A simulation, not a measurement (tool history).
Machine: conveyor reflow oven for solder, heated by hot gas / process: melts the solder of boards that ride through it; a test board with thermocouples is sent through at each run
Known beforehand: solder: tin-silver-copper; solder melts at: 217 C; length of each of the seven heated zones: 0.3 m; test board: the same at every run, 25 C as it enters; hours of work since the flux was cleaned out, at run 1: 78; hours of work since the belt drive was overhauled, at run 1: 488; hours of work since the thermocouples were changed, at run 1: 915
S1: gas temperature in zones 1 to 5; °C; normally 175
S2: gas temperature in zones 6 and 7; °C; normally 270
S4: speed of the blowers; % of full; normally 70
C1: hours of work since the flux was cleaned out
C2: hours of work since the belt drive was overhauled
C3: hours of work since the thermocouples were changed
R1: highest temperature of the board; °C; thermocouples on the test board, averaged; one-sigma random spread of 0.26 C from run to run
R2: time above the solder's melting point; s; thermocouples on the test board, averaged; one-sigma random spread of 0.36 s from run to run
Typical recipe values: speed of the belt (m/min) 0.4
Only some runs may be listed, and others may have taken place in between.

Run 1, hour 0: usual settings; C1 78; C2 488; C3 915. Result: R1 255.7 °C, R2 70.8 s.
Run 2, hour 44.2: usual settings but S1 164 °C; C1 105; C2 514; C3 942. Result: R1 253.2 °C, R2 65.2 s.
Run 3, hour 62.6: usual settings but S1 164 °C; C1 116; C2 525; C3 953. Result: R1 253.2 °C, R2 65 s.
Run 4, hour 102.5: usual settings but S1 164 °C; C1 139; C2 549; C3 976. Result: R1 253.3 °C, R2 64.9 s.
Run 5, hour 138.2: usual settings but speed of the belt (m/min) 0.349; C1 160; C2 570; C3 997. Result: R1 259.2 °C, R2 86.2 s.
Run 6, hour 179.1: usual settings but speed of the belt (m/min) 0.349; C1 185; C2 594; C3 1022. Result: R1 259.7 °C, R2 85.8 s.
Run 7, hour 219.2: usual settings but speed of the belt (m/min) 0.349; C1 208; C2 618; C3 1045. Result: R1 259.8 °C, R2 85.3 s.
Run 8, hour 237.4: usual settings; C1 219; C2 629; C3 1056. Result: R1 255.3 °C, R2 70.9 s.
At hour 246.3: flux residue cleaned out of gas plates and filters.
Run 9, hour 280.1: usual settings but speed of the belt (m/min) 0.448; C1 20; C2 651; C3 1079. Result: R1 249.8 °C, R2 57.2 s.
Run 10, hour 310.9: usual settings but speed of the belt (m/min) 0.448; C1 38; C2 669; C3 1097. Result: R1 248.9 °C, R2 56.7 s.
Run 11, hour 341.9: usual settings but speed of the belt (m/min) 0.448; C1 57; C2 688; C3 1115. Result: R1 248.8 °C, R2 56.7 s.
Run 12, hour 386.8: usual settings but speed of the belt (m/min) 0.448; C1 83; C2 714; C3 1142. Result: R1 249 °C, R2 56.4 s.
At hour 395.4: flux residue cleaned out of gas plates and filters, once more.
Run 13, hour 427.3: usual settings; C1 19; C2 735; C3 1163. Result: R1 257.4 °C, R2 73.4 s.
Run 14, hour 466.9: usual settings; C1 42; C2 759; C3 1186. Result: R1 257.1 °C, R2 72.8 s.
Run 15, hour 492.4: usual settings but S1 166 °C, speed of the belt (m/min) 0.43, S4 50 % of full; C1 58; C2 774; C3 1202. Result: R1 244.4 °C, R2 49.9 s.
Run 16, hour 523.8: usual settings but speed of the belt (m/min) 0.327; C1 76; C2 793; C3 1220. Result: R1 262.3 °C, R2 95.2 s.
Run 17, hour 562: usual settings but S2 264 °C, speed of the belt (m/min) 0.355, S4 54 % of full; C1 99; C2 815; C3 1243. Result: R1 250.3 °C, R2 75.6 s.
Run 18, hour 591.6: usual settings but S2 264 °C, speed of the belt (m/min) 0.355, S4 81 % of full; C1 116; C2 833; C3 1260. Result: R1 257.2 °C, R2 83.2 s.
Run 19, hour 631.2: usual settings but S1 162 °C, S2 264 °C, speed of the belt (m/min) 0.355, S4 89 % of full; C1 140; C2 856; C3 1284. Result: R1 256.4 °C, R2 78.3 s.
At hour 657.8: thermocouples of zones 6 and 7 changed.
Run 20, hour 666.3: usual settings but S1 162 °C, S2 264 °C, speed of the belt (m/min) 0.395, S4 89 % of full; C1 160; C2 876; C3 5. Result: R1 250 °C, R2 63.7 s.
Run 21, hour 692.1: usual settings but S1 167 °C, S2 269 °C, speed of the belt (m/min) 0.471, S4 53 % of full; C1 175; C2 891; C3 20. Result: R1 237.4 °C, R2 36.9 s.
Run 22, hour 717.8: usual settings but S1 167 °C, S2 269 °C, speed of the belt (m/min) 0.471, S4 53 % of full; C1 190; C2 907; C3 36. Result: R1 237 °C, R2 37.2 s.
Run 23, hour 739.4: usual settings but S1 167 °C, S2 269 °C, speed of the belt (m/min) 0.471, S4 53 % of full; C1 203; C2 919; C3 48. Result: R1 237.3 °C, R2 36.8 s.
Run 24, hour 762.5: usual settings but S1 184 °C, speed of the belt (m/min) 0.33, S4 59 % of full; C1 217; C2 933; C3 62. Result: R1 257.6 °C, R2 94.8 s.
Run 25, hour 793.7: usual settings but S1 177 °C, S2 264 °C, speed of the belt (m/min) 0.33, S4 85 % of full; C1 235; C2 952; C3 81. Result: R1 255.4 °C, R2 90.4 s.
Run 26, hour 838.4: usual settings but S1 177 °C, S2 264 °C, speed of the belt (m/min) 0.33, S4 85 % of full; C1 262; C2 978; C3 107. Result: R1 255.3 °C, R2 90.3 s.
Run 27, hour 865: usual settings but S1 177 °C, S2 264 °C, speed of the belt (m/min) 0.33, S4 85 % of full; C1 277; C2 994; C3 123. Result: R1 255.6 °C, R2 90.1 s.

Consider 3 possible next runs. They are alternatives, not a sequence: every one starts from the tool as it was left by run 27. What does each give?
Run A, hour 897: usual settings but S1 178 °C, S2 265 °C, speed of the belt (m/min) 0.33, S4 85 % of full; C1 296; C2 1013; C3 142. Result: R1 ?, R2 ?.
Run B, hour 897: usual settings but S1 177 °C, S2 264 °C, speed of the belt (m/min) 0.434, S4 85 % of full; C1 296; C2 1013; C3 142. Result: R1 ?, R2 ?.
Run C, hour 897: usual settings but speed of the belt (m/min) 0.339; C1 296; C2 1013; C3 142. Result: R1 ?, R2 ?.

run     R1    R2
  A  256.2  91.2
  B    248    61
  C  257.5  88.1
The same runs, with their run-to-run variation unchanged, on a tool lacking any hidden condition would have given:
run     R1    R2
  A  257.5  90.7
  B    250  62.2
  C  258.8  87.6

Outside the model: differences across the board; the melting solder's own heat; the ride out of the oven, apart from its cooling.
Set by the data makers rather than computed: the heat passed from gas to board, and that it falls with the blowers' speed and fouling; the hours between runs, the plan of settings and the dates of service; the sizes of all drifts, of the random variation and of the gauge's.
